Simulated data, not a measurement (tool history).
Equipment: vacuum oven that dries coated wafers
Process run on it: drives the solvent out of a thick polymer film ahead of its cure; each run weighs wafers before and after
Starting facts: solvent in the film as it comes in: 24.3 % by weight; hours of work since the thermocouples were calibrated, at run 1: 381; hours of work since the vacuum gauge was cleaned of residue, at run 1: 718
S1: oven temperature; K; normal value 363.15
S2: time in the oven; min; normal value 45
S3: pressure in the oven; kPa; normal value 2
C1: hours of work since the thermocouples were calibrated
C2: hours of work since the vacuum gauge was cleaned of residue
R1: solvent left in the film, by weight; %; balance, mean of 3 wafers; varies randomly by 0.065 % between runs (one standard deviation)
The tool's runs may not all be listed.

{"run": 1, "hour": 0.0, "S1": 363.15, "S2": 45, "S3": 2, "C1": 381, "C2": 718, "R1": 4.03}
{"run": 2, "hour": 71.3, "S1": 363.15, "S2": 45, "S3": 2, "C1": 409, "C2": 747, "R1": 4.07}
{"run": 3, "hour": 127.6, "S1": 363.15, "S2": 27, "S3": 2, "C1": 432, "C2": 770, "R1": 7.26}
{"run": 4, "hour": 191.8, "S1": 363.15, "S2": 45, "S3": 2, "C1": 457, "C2": 795, "R1": 3.99}
{"run": 5, "hour": 230.6, "S1": 363.15, "S2": 45, "S3": 2, "C1": 473, "C2": 811, "R1": 4.13}
{"run": 6, "hour": 297.0, "S1": 363.15, "S2": 45, "S3": 2, "C1": 500, "C2": 838, "R1": 4.23}
{"run": 7, "hour": 351.0, "S1": 363.15, "S2": 45, "S3": 2, "C1": 521, "C2": 859, "R1": 4.02}
{"run": 8, "hour": 387.9, "S1": 363.15, "S2": 37, "S3": 2, "C1": 536, "C2": 874, "R1": 5.26}
{"run": 9, "hour": 456.6, "S1": 363.15, "S2": 37, "S3": 2, "C1": 564, "C2": 901, "R1": 5.16}
{"run": 10, "hour": 503.1, "S1": 363.15, "S2": 37, "S3": 2, "C1": 582, "C2": 920, "R1": 5.27}
{"run": 11, "hour": 558.2, "S1": 363.15, "S2": 37, "S3": 2, "C1": 604, "C2": 942, "R1": 5.28}
{"run": 12, "hour": 593.1, "S1": 363.15, "S2": 37, "S3": 2, "C1": 618, "C2": 956, "R1": 5.23}
{"run": 13, "hour": 661.0, "S1": 363.15, "S2": 37, "S3": 2, "C1": 646, "C2": 983, "R1": 5.09}
{"hour": 667.0, "done": "oven's thermocouples calibrated"}
{"run": 14, "hour": 748.1, "S1": 363.15, "S2": 37, "S3": 2, "C1": 33, "C2": 1018, "R1": 5.05}
{"run": 15, "hour": 808.4, "S1": 358.15, "S2": 45, "S3": 2, "C1": 57, "C2": 1042, "R1": 5.62}
{"run": 16, "hour": 873.5, "S1": 358.15, "S2": 45, "S3": 2, "C1": 83, "C2": 1068, "R1": 5.54}
{"run": 17, "hour": 932.4, "S1": 358.15, "S2": 45, "S3": 2, "C1": 106, "C2": 1091, "R1": 5.5}
{"run": 18, "hour": 996.1, "S1": 358.15, "S2": 45, "S3": 1.03, "C1": 132, "C2": 1117, "R1": 5.05}
{"hour": 1057.3, "done": "oven's thermocouples calibrated, once more"}
{"run": 19, "hour": 1076.0, "S1": 358.15, "S2": 45, "S3": 1.03, "C1": 7, "C2": 1148, "R1": 5.69}
{"run": 20, "hour": 1162.2, "S1": 358.15, "S2": 45, "S3": 1.03, "C1": 42, "C2": 1183, "R1": 5.47}
{"run": 21, "hour": 1229.2, "S1": 363.15, "S2": 45, "S3": 1.73, "C1": 69, "C2": 1210, "R1": 4.26}
{"run": 22, "hour": 1310.9, "S1": 363.15, "S2": 69, "S3": 1.02, "C1": 102, "C2": 1242, "R1": 2.05}
{"run": 23, "hour": 1368.0, "S1": 363.15, "S2": 69, "S3": 1.02, "C1": 125, "C2": 1265, "R1": 2.03}
{"run": 24, "hour": 1416.7, "S1": 366.15, "S2": 79, "S3": 3.26, "C1": 144, "C2": 1285, "R1": 2.1}
{"run": 25, "hour": 1493.4, "S1": 366.15, "S2": 79, "S3": 3.26, "C1": 175, "C2": 1316, "R1": 2.22}
{"hour": 1503.8, "done": "vacuum gauge cleaned of residue and calibrated"}
{"run": 26, "hour": 1570.5, "S1": 355.15, "S2": 23, "S3": 1.24, "C1": 205, "C2": 27, "R1": 10.85}
{"run": 27, "hour": 1630.4, "S1": 355.15, "S2": 23, "S3": 1.24, "C1": 229, "C2": 51, "R1": 11.02}
{"run": 28, "hour": 1668.7, "S1": 355.15, "S2": 23, "S3": 1.24, "C1": 244, "C2": 66, "R1": 10.93}
{"run": 29, "hour": 1751.8, "S1": 355.15, "S2": 23, "S3": 1.24, "C1": 278, "C2": 99, "R1": 11.11}
{"run": 30, "hour": 1801.5, "S1": 352.15, "S2": 23, "S3": 1.17, "C1": 298, "C2": 119, "R1": 12}
{"run": 31, "hour": 1865.0, "S1": 352.15, "S2": 23, "S3": 1.17, "C1": 323, "C2": 145, "R1": 11.87}
{"run": 32, "hour": 1906.3, "S1": 352.15, "S2": 23, "S3": 1.17, "C1": 340, "C2": 161, "R1": 11.64}
{"run": 33, "hour": 1949.7, "S1": 352.15, "S2": 23, "S3": 1.17, "C1": 357, "C2": 179, "R1": 11.92}
{"run": 34, "hour": 2022.7, "S1": 355.15, "S2": 46, "S3": 1.17, "C1": 386, "C2": 208, "R1": 6.23}
{"run": 35, "hour": 2062.4, "S1": 355.15, "S2": 46, "S3": 1.17, "C1": 402, "C2": 224, "R1": 6.29}
{"run": 36, "hour": 2105.7, "S1": 350.15, "S2": 38, "S3": 3.3, "C1": 420, "C2": 241, "R1": 10.46}
{"run": 37, "hour": 2186.6, "S1": 350.15, "S2": 38, "S3": 3.3, "C1": 452, "C2": 274, "R1": 10.48}

Forecast each of these 3 alternatives for the next run:
{"run": "A", "hour": 2262.2, "S1": 371.15, "S2": 38, "S3": 3.3, "C1": 482, "C2": 304, "R1": "?"}
{"run": "B", "hour": 2262.2, "S1": 376.15, "S2": 26, "S3": 5.83, "C1": 482, "C2": 304, "R1": "?"}
{"run": "C", "hour": 2262.2, "S1": 350.15, "S2": 38, "S3": 1.04, "C1": 482, "C2": 304, "R1": "?"}

run=A R1=3.24
run=B R1=4.67
run=C R1=9.24
Without the tool's hidden state the same runs would have given:
run=A R1=3.33
run=B R1=4.79
run=C R1=9.37
